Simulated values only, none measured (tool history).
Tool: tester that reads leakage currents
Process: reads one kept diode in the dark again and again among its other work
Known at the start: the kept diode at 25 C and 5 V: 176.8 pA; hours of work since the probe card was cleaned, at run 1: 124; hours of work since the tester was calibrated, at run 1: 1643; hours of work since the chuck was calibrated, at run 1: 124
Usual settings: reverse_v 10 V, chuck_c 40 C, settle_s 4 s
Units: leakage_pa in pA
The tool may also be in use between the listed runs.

run    hour  reverse_v  chuck_c  settle_s  hours of work since the probe card was cleaned  hours of work since the tester was calibrated  hours of work since the chuck was calibrated  leakage_pa
  1       0         10       40         4                                             124                                           1643                                           124       819.2
  2    73.9         10       40         4                                             163                                           1683                                           163      814.65
  3   191.4         10       40         4                                             226                                           1745                                           226         820
  4   293.6         10       40         4                                             280                                           1800                                           280      812.32
  5   377.6         10       40         4                                             325                                           1844                                           325      815.92
  6   485.7         10       40         4                                             383                                           1902                                           383      810.32
  7   572.5         10       40         4                                             429                                           1948                                           429      815.54
  8   624.3        2.3       40         4                                             457                                           1976                                           457      443.96
  9   701.3         10       40         4                                             498                                           2017                                           498      818.16
 10   815.4         10       40         4                                             558                                           2078                                           558      808.24
 11   916.2         10       31         4                                             612                                           2131                                           612      391.05
 12  1017.4         10       31         4                                             666                                           2185                                           666      391.78
 13  1078.7         10       31         4                                             699                                           2218                                           699      390.05
 14  1132.5         10       40         4                                             727                                           2247                                           727      813.25
 15    1194         10       40         4                                             760                                           2279                                           760      809.64
 16  1250.6         10       25         4                                             790                                           2310                                           790      238.17
 17  1358.2         10       25      0.48                                             848                                           2367                                           848      244.02
 18  1411.5         10       31      0.68                                             876                                           2395                                           876      394.54
 19  1473.9         10       31      0.68                                             909                                           2429                                           909      396.07
 20  1563.8         10       29      1.22                                             957                                           2476                                           957      334.39
 21  1618.4        2.7       34         3                                             986                                           2505                                           986      287.87
 22  1705.7         10       40      1.96                                            1033                                           2552                                          1033      810.57
 23  1800.1         10       40      1.96                                            1083                                           2602                                          1083      802.13
 24  1854.3         10       40      1.96                                            1112                                           2631                                          1112      811.24
 25  1951.2       16.3       54      0.51                                            1164                                           2683                                          1164     2860.34
 26  2027.8        7.4       48      4.41                                            1204                                           2724                                          1204      1310.7
 27  2112.4          4       56      0.33                                            1249                                           2769                                          1249      1860.4
 28  2192.4        2.6       21         4                                            1292                                           2811                                          1292       94.05
 29  2270.6         10       28      0.86                                            1334                                           2853                                          1334      312.04
 30  2322.4        2.2       28       0.4                                            1361                                           2881                                          1361      160.49
 31  2413.3        2.2       28       0.4                                            1410                                           2929                                          1410      160.39
 32  2513.7        3.9       47      3.75                                            1463                                           2982                                          1463      934.32
     2533.7  -- probe card cleaned and baked
 33  2624.4         10       43      2.54                                              48                                           3040                                          1521      988.84

Some steps in leakage_pa between neighbouring runs. How much of each would the tool show without its hidden state too (settings, what came in, random variation), and how much is left for the hidden state, with any gauge scatter that isn't in both results?
The hidden state here: stray current of the dirty probe card, pA a volt; current scale over the true one, %; true chuck temperature over the reading, C; drift of the gauge itself on leakage_pa, %.
Run 24 -> 25: reverse_v 10 -> 16.3, chuck_c 40 -> 54, settle_s 1.96 -> 0.51. leakage_pa +2049.1 pA: hidden state -113.09, all else +2162.19.
Run 25 -> 26: reverse_v 16.3 -> 7.4, chuck_c 54 -> 48, settle_s 0.51 -> 4.41. leakage_pa -1549.64 pA: hidden state +74.68, all else -1624.32.
Run 27 -> 28: reverse_v 4 -> 2.6, chuck_c 56 -> 21, settle_s 0.33 -> 4. leakage_pa -1766.35 pA: hidden state +111.55, all else -1877.9.
